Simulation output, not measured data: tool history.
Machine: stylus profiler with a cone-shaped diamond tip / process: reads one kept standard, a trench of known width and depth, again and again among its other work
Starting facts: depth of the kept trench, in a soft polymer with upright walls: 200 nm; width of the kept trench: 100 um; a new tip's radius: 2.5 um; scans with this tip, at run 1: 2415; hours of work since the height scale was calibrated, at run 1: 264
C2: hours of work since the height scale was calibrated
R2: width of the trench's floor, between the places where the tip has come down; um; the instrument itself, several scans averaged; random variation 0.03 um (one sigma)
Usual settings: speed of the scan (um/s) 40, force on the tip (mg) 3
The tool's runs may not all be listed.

run 1 hour=0 | speed_of_the_scan_(um/s)=40 force_on_the_tip_(mg)=3 | scans_with_this_tip=2415 C2=264 | depth_of_the_trench_(nm)=201.46 R2=97.64
run 2 hour=32 | speed_of_the_scan_(um/s)=40 force_on_the_tip_(mg)=5.39 | scans_with_this_tip=2611 C2=286 | depth_of_the_trench_(nm)=202.22 R2=97.66
run 3 hour=72.7 | speed_of_the_scan_(um/s)=110 force_on_the_tip_(mg)=3 | scans_with_this_tip=2860 C2=313 | depth_of_the_trench_(nm)=201.37 R2=97.29
run 4 hour=92.2 | speed_of_the_scan_(um/s)=40 force_on_the_tip_(mg)=3 | scans_with_this_tip=2979 C2=326 | depth_of_the_trench_(nm)=201.37 R2=97.67
run 5 hour=125.2 | speed_of_the_scan_(um/s)=17 force_on_the_tip_(mg)=3 | scans_with_this_tip=3181 C2=348 | depth_of_the_trench_(nm)=201.61 R2=97.71
run 6 hour=149.1 | speed_of_the_scan_(um/s)=40 force_on_the_tip_(mg)=3 | scans_with_this_tip=3327 C2=364 | depth_of_the_trench_(nm)=201.3 R2=97.63
run 7 hour=170.6 | speed_of_the_scan_(um/s)=40 force_on_the_tip_(mg)=3 | scans_with_this_tip=3459 C2=379 | depth_of_the_trench_(nm)=201.3 R2=97.58
run 8 hour=205.7 | speed_of_the_scan_(um/s)=114 force_on_the_tip_(mg)=3 | scans_with_this_tip=3674 C2=402 | depth_of_the_trench_(nm)=201.44 R2=97.24
run 9 hour=247.2 | speed_of_the_scan_(um/s)=22 force_on_the_tip_(mg)=3 | scans_with_this_tip=3928 C2=430 | depth_of_the_trench_(nm)=201.27 R2=97.65
run 10 hour=284.3 | speed_of_the_scan_(um/s)=40 force_on_the_tip_(mg)=5.78 | scans_with_this_tip=4154 C2=455 | depth_of_the_trench_(nm)=202.36 R2=97.62
run 11 hour=318.7 | speed_of_the_scan_(um/s)=40 force_on_the_tip_(mg)=2.75 | scans_with_this_tip=4365 C2=478 | depth_of_the_trench_(nm)=201.24 R2=97.54
run 12 hour=342.6 | speed_of_the_scan_(um/s)=24 force_on_the_tip_(mg)=3 | scans_with_this_tip=4511 C2=494 | depth_of_the_trench_(nm)=201.38 R2=97.55
run 13 hour=383.9 | speed_of_the_scan_(um/s)=10 force_on_the_tip_(mg)=3 | scans_with_this_tip=4764 C2=522 | depth_of_the_trench_(nm)=201.32 R2=97.59
run 14 hour=401.8 | speed_of_the_scan_(um/s)=10 force_on_the_tip_(mg)=3 | scans_with_this_tip=4873 C2=534 | depth_of_the_trench_(nm)=201.07 R2=97.63
run 15 hour=422.1 | speed_of_the_scan_(um/s)=10 force_on_the_tip_(mg)=3 | scans_with_this_tip=4997 C2=547 | depth_of_the_trench_(nm)=201.27 R2=97.58
run 16 hour=463.2 | speed_of_the_scan_(um/s)=40 force_on_the_tip_(mg)=3 | scans_with_this_tip=5249 C2=575 | depth_of_the_trench_(nm)=201.09 R2=97.46
run 17 hour=497.7 | speed_of_the_scan_(um/s)=40 force_on_the_tip_(mg)=1.32 | scans_with_this_tip=5460 C2=598 | depth_of_the_trench_(nm)=200.51 R2=97.32
run 18 hour=526.6 | speed_of_the_scan_(um/s)=40 force_on_the_tip_(mg)=1.32 | scans_with_this_tip=5637 C2=617 | depth_of_the_trench_(nm)=200.46 R2=97.36
run 19 hour=563.6 | speed_of_the_scan_(um/s)=40 force_on_the_tip_(mg)=3 | scans_with_this_tip=5863 C2=642 | depth_of_the_trench_(nm)=201.15 R2=97.42
run 20 hour=588.9 | speed_of_the_scan_(um/s)=146 force_on_the_tip_(mg)=3 | scans_with_this_tip=6018 C2=659 | depth_of_the_trench_(nm)=201.17 R2=96.84
run 21 hour=626.4 | speed_of_the_scan_(um/s)=50 force_on_the_tip_(mg)=3 | scans_with_this_tip=6247 C2=684 | depth_of_the_trench_(nm)=201.21 R2=97.33
run 22 hour=660.4 | speed_of_the_scan_(um/s)=50 force_on_the_tip_(mg)=3 | scans_with_this_tip=6455 C2=707 | depth_of_the_trench_(nm)=200.99 R2=97.33
run 23 hour=690.5 | speed_of_the_scan_(um/s)=50 force_on_the_tip_(mg)=3 | scans_with_this_tip=6640 C2=727 | depth_of_the_trench_(nm)=201.05 R2=97.27
run 24 hour=712.2 | speed_of_the_scan_(um/s)=93 force_on_the_tip_(mg)=7.21 | scans_with_this_tip=6773 C2=742 | depth_of_the_trench_(nm)=202.43 R2=97.27
run 25 hour=731.7 | speed_of_the_scan_(um/s)=93 force_on_the_tip_(mg)=7.21 | scans_with_this_tip=6892 C2=755 | depth_of_the_trench_(nm)=202.37 R2=97.2
run 26 hour=769.9 | speed_of_the_scan_(um/s)=93 force_on_the_tip_(mg)=7.21 | scans_with_this_tip=7125 C2=780 | depth_of_the_trench_(nm)=202.36 R2=97.21
run 27 hour=788.2 | speed_of_the_scan_(um/s)=90 force_on_the_tip_(mg)=3 | scans_with_this_tip=7237 C2=792 | depth_of_the_trench_(nm)=201.03 R2=97.03
run 28 hour=819.7 | speed_of_the_scan_(um/s)=21 force_on_the_tip_(mg)=7.32 | scans_with_this_tip=7430 C2=814 | depth_of_the_trench_(nm)=202.34 R2=97.43
run 29 hour=843.1 | speed_of_the_scan_(um/s)=15 force_on_the_tip_(mg)=5.82 | scans_with_this_tip=7573 C2=829 | depth_of_the_trench_(nm)=201.9 R2=97.44
run 30 hour=884.5 | speed_of_the_scan_(um/s)=15 force_on_the_tip_(mg)=5.82 | scans_with_this_tip=7827 C2=857 | depth_of_the_trench_(nm)=201.9 R2=97.44
run 31 hour=911.2 | speed_of_the_scan_(um/s)=19 force_on_the_tip_(mg)=2.53 | scans_with_this_tip=7990 C2=875 | depth_of_the_trench_(nm)=200.86 R2=97.35
run 32 hour=936.2 | speed_of_the_scan_(um/s)=130 force_on_the_tip_(mg)=8.74 | scans_with_this_tip=8143 C2=892 | depth_of_the_trench_(nm)=202.83 R2=97.07
run 33 hour=959.7 | speed_of_the_scan_(um/s)=130 force_on_the_tip_(mg)=8.74 | scans_with_this_tip=8287 C2=907 | depth_of_the_trench_(nm)=202.69 R2=97.05
run 34 hour=981.7 | speed_of_the_scan_(um/s)=40 force_on_the_tip_(mg)=3.71 | scans_with_this_tip=8422 C2=922 | depth_of_the_trench_(nm)=201.11 R2=97.22
run 35 hour=1005.3 | speed_of_the_scan_(um/s)=40 force_on_the_tip_(mg)=3.71 | scans_with_this_tip=8565 C2=938 | depth_of_the_trench_(nm)=201.36 R2=97.24
run 36 hour=1041.9 | speed_of_the_scan_(um/s)=131 force_on_the_tip_(mg)=1.47 | scans_with_this_tip=8789 C2=962 | depth_of_the_trench_(nm)=200.22 R2=96.44
run 37 hour=1079.6 | speed_of_the_scan_(um/s)=131 force_on_the_tip_(mg)=1.47 | scans_with_this_tip=9020 C2=988 | depth_of_the_trench_(nm)=200.22 R2=96.43
run 38 hour=1120.5 | speed_of_the_scan_(um/s)=131 force_on_the_tip_(mg)=7.77 | scans_with_this_tip=9271 C2=1015 | depth_of_the_trench_(nm)=202.39 R2=96.94
run 39 hour=1142.2 | speed_of_the_scan_(um/s)=131 force_on_the_tip_(mg)=7.77 | scans_with_this_tip=9404 C2=1030 | depth_of_the_trench_(nm)=202.33 R2=96.95
run 40 hour=1174.2 | speed_of_the_scan_(um/s)=48 force_on_the_tip_(mg)=2.9 | scans_with_this_tip=9599 C2=1051 | depth_of_the_trench_(nm)=200.82 R2=97.07
run 41 hour=1212.7 | speed_of_the_scan_(um/s)=40 force_on_the_tip_(mg)=2.17 | scans_with_this_tip=9835 C2=1077 | depth_of_the_trench_(nm)=200.52 R2=97.15
run 42 hour=1246.1 | speed_of_the_scan_(um/s)=40 force_on_the_tip_(mg)=2.17 | scans_with_this_tip=10039 C2=1099 | depth_of_the_trench_(nm)=200.6 R2=97.04
run 43 hour=1264.8 | speed_of_the_scan_(um/s)=18 force_on_the_tip_(mg)=1.1 | scans_with_this_tip=10153 C2=1112 | depth_of_the_trench_(nm)=200.03 R2=97.16
run 44 hour=1302.7 | speed_of_the_scan_(um/s)=31 force_on_the_tip_(mg)=1.1 | scans_with_this_tip=10385 C2=1137 | depth_of_the_trench_(nm)=199.98 R2=96.97
run 45 hour=1337.6 | speed_of_the_scan_(um/s)=11 force_on_the_tip_(mg)=4.63 | scans_with_this_tip=10599 C2=1161 | depth_of_the_trench_(nm)=201.35 R2=97.2

Predict each of these 3 candidate next runs independently; none follows another, all start after run 45:
run A hour=1363.5 | speed_of_the_scan_(um/s)=40 force_on_the_tip_(mg)=6.13 | scans_with_this_tip=10757 C2=1178 | depth_of_the_trench_(nm)=? R2=?
run B hour=1363.5 | speed_of_the_scan_(um/s)=14 force_on_the_tip_(mg)=4.63 | scans_with_this_tip=10757 C2=1178 | depth_of_the_trench_(nm)=? R2=?
run C hour=1363.5 | speed_of_the_scan_(um/s)=60 force_on_the_tip_(mg)=3.01 | scans_with_this_tip=10757 C2=1178 | depth_of_the_trench_(nm)=? R2=?

run=A depth_of_the_trench_(nm)=201.7 R2=97.14
run=B depth_of_the_trench_(nm)=201.22 R2=97.24
run=C depth_of_the_trench_(nm)=200.74 R2=96.96
Without the tool's unlogged condition, the same runs would have read:
run=A depth_of_the_trench_(nm)=202.61 R2=97.9
run=B depth_of_the_trench_(nm)=202.13 R2=98.01
run=C depth_of_the_trench_(nm)=201.65 R2=97.72
